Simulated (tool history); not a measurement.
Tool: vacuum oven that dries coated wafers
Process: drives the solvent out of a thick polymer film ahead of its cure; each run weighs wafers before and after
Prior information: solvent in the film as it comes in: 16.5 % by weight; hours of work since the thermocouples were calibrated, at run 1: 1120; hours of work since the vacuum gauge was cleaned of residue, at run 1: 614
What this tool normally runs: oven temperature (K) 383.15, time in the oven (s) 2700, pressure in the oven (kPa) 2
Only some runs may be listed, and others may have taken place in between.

run	hour	oven temperature (K)	time in the oven (s)	pressure in the oven (kPa)	hours of work since the thermocouples were calibrated	hours of work since the vacuum gauge was cleaned of residue	solvent left in the film (%)
1	0	383.15	2700	2	1120	614	4.85
2	26.7	383.15	2700	2	1139	633	4.84
3	70.3	383.15	2700	2	1171	665	4.93
# hour 91.9: oven's thermocouples calibrated
4	107.6	383.15	2700	2	11	691	4.16
5	164.1	381.15	2700	2	53	732	4.87
6	217	381.15	2820	2	91	770	4.69
7	266.3	381.15	2820	2	127	806	4.7
8	317.6	379.15	1500	2	165	844	7.96
9	371.5	379.15	2700	2	204	883	5.56
10	413.3	383.15	1560	4.88	234	914	9.17
11	470.6	383.15	2520	1.27	276	955	3.82
12	526.6	383.15	3180	1.04	317	996	2.83
13	586.1	378.15	3060	2	360	1040	5.59
14	634.1	382.15	2700	2	395	1075	4.84

Take each entry between the runs: how does the hidden state at the last listed run before it differ from the hidden state at the first listed run after it?
From run 3 to run 4: oven's thermocouples calibrated (hour 91.9)
  true wafer temperature over the reading, C: -2.63 -> -0.3; true pressure over the reading, kPa: 0.103 -> 0.107
  measured value less the no-hidden-state value, solvent left in the film (%): +0.91 -> +0.19

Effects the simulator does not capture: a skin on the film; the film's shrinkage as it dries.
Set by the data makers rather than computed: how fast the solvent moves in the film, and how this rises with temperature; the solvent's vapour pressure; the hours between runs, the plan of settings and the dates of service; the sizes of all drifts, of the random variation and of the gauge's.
